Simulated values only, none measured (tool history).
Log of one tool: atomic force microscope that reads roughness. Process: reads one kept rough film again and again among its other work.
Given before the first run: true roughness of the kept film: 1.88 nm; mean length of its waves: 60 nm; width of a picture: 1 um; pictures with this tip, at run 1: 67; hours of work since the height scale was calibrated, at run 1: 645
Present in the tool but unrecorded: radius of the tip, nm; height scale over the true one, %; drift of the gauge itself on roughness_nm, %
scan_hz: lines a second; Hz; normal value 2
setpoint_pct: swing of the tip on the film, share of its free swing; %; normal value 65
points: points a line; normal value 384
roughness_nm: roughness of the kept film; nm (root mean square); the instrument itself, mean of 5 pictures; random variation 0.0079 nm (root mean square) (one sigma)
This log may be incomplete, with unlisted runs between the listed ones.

run	day	scan_hz	setpoint_pct	points	pictures with this tip	hours of work since the height scale was calibrated	roughness_nm
1	0	2	65	384	67	645	1.664
# day 1.025: new tip fitted
2	1.338	2	65	384	16	669	1.713
3	1.967	2	74	384	48	681	1.59
4	3.004	2	65	384	101	700	1.633
# day 3.412: new tip fitted
5	4.188	3.29	65	384	39	721	1.598
6	4.762	2	65	384	69	732	1.673
7	5.629	2	65	384	113	748	1.652
# day 5.721: new tip fitted
8	6.675	2	65	384	48	766	1.686
9	7.529	2	65	384	92	782	1.648
# day 8.104: new tip fitted
10	8.283	2	65	384	9	795	1.706
# day 8.379: height scale calibrated on a step standard
11	9.388	2	65	384	64	18	1.663
12	10.154	3.48	65	384	103	32	1.555
# day 10.525: new tip fitted
13	11.225	3.48	65	384	35	52	1.613
14	12.533	2.23	65	656	102	76	1.639
# day 12.9: new tip fitted
15	13.854	2	57	399	49	99	1.753
# day 14.383: height scale calibrated on a step standard, once more
16	14.921	0.57	57	607	101	10	1.751
# day 15.288: new tip fitted
17	16.121	0.57	57	607	42	31	1.802
18	17.117	1.7	63	978	93	50	1.672
# day 17.667: new tip fitted
19	18.104	0.67	79	278	23	67	1.726
20	19.225	0.67	79	278	80	88	1.682
# day 20.021: new tip fitted
21	20.262	0.67	79	278	13	106	1.734
22	21.229	3.32	70	257	62	124	1.513
23	21.9	0.73	81	678	96	136	1.66
# day 22.367: new tip fitted
24	23.208	2.55	85	772	43	160	1.371
25	24.388	1.3	86	772	104	181	1.524

Measured minus without-hidden-state, run by run (identical run-to-run variation in each term; gauge scatter may differ):
run	roughness_nm
1	-0.032
2	+0.002
3	-0.016
4	-0.048
5	-0.01
6	-0.03
7	-0.056
8	-0.021
9	-0.048
10	+0.008
11	-0.018
12	-0.04
13	+0.001
14	-0.043
15	-0.01
16	-0.071
17	-0.028
18	-0.059
19	-0.015
20	-0.049
21	-0.007
22	-0.033
23	-0.058
24	-0.021
25	-0.058
